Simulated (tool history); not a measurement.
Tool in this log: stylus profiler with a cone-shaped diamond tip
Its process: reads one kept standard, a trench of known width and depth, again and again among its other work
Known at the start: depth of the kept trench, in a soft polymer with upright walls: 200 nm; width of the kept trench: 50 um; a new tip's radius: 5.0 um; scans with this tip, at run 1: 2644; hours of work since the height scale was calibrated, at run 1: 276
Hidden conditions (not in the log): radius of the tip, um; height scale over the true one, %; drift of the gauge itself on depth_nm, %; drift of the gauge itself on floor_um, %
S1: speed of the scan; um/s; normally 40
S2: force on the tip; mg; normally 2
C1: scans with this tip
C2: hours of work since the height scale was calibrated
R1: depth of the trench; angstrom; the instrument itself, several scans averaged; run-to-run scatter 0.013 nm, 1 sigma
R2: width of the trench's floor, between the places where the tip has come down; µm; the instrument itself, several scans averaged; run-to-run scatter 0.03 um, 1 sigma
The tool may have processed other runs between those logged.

run 1 hour=0 | S1=40 S2=2 | C1=2644 C2=276 | R1=2026.5 R2=46.73
run 2 hour=20.5 | S1=40 S2=1.97 | C1=2747 C2=287 | R1=2026.2 R2=46.8
run 3 hour=39.5 | S1=11 S2=2 | C1=2843 C2=297 | R1=2026.6 R2=46.85
run 4 hour=56.6 | S1=25 S2=2 | C1=2930 C2=306 | R1=2026.5 R2=46.78
run 5 hour=66.1 | S1=84 S2=2 | C1=2978 C2=311 | R1=2026.5 R2=46.55
run 6 hour=77.5 | S1=84 S2=2 | C1=3035 C2=317 | R1=2026.2 R2=46.5
run 7 hour=98.5 | S1=40 S2=2.9 | C1=3141 C2=328 | R1=2033.8 R2=46.77
run 8 hour=107.9 | S1=54 S2=2.9 | C1=3189 C2=333 | R1=2033.9 R2=46.71
run 9 hour=118.5 | S1=54 S2=2.9 | C1=3242 C2=338 | R1=2033.7 R2=46.74
run 10 hour=131.4 | S1=47 S2=2 | C1=3307 C2=345 | R1=2026.6 R2=46.68
run 11 hour=146.3 | S1=47 S2=2 | C1=3383 C2=353 | R1=2026.7 R2=46.67
run 12 hour=166.4 | S1=40 S2=2.37 | C1=3484 C2=363 | R1=2029.7 R2=46.76
run 13 hour=179.9 | S1=40 S2=0.8 | C1=3552 C2=371 | R1=2014.7 R2=46.57
run 14 hour=197 | S1=40 S2=3.39 | C1=3638 C2=380 | R1=2037.7 R2=46.74
run 15 hour=217 | S1=13 S2=4.51 | C1=3739 C2=390 | R1=2045.3 R2=46.88
run 16 hour=238.2 | S1=80 S2=2.71 | C1=3846 C2=401 | R1=2032.6 R2=46.53
run 17 hour=253.2 | S1=80 S2=2.71 | C1=3922 C2=409 | R1=2032.3 R2=46.57
run 18 hour=262.2 | S1=80 S2=2.71 | C1=3968 C2=414 | R1=2032.4 R2=46.5
run 19 hour=283.1 | S1=80 S2=2.71 | C1=4073 C2=425 | R1=2032.9 R2=46.57
run 20 hour=295.9 | S1=80 S2=2.71 | C1=4138 C2=432 | R1=2032.7 R2=46.53
run 21 hour=310.3 | S1=40 S2=4.09 | C1=4210 C2=439 | R1=2042.8 R2=46.69
run 22 hour=321.3 | S1=10 S2=0.71 | C1=4266 C2=445 | R1=2014 R2=46.75
run 23 hour=332.1 | S1=10 S2=1.12 | C1=4320 C2=451 | R1=2018.6 R2=46.79
run 24 hour=345.9 | S1=10 S2=1.12 | C1=4390 C2=458 | R1=2018.5 R2=46.82
run 25 hour=359.7 | S1=10 S2=1.12 | C1=4460 C2=465 | R1=2018.6 R2=46.82
run 26 hour=381.4 | S1=68 S2=0.91 | C1=4569 C2=477 | R1=2016.2 R2=46.26
run 27 hour=393 | S1=65 S2=0.91 | C1=4628 C2=483 | R1=2016.4 R2=46.32

Predict each of these 5 candidate next runs independently; none follows another, all start after run 27:
run A hour=408 | S1=38 S2=0.88 | C1=4703 C2=491 | R1=? R2=?
run B hour=408 | S1=51 S2=2.4 | C1=4703 C2=491 | R1=? R2=?
run C hour=408 | S1=40 S2=2.52 | C1=4703 C2=491 | R1=? R2=?
run D hour=408 | S1=28 S2=2.73 | C1=4703 C2=491 | R1=? R2=?
run E hour=408 | S1=48 S2=1.01 | C1=4703 C2=491 | R1=? R2=?

run=A R1=2016.2 R2=46.49
run=B R1=2030.5 R2=46.55
run=C R1=2031.4 R2=46.63
run=D R1=2033 R2=46.72
run=E R1=2017.3 R2=46.47
With the hidden condition removed and each run's random variation left untouched, the same runs would have given:
run=A R1=2015.1 R2=46.84
run=B R1=2029.4 R2=46.9
run=C R1=2030.2 R2=46.98
run=D R1=2031.8 R2=47.07
run=E R1=2016.1 R2=46.82
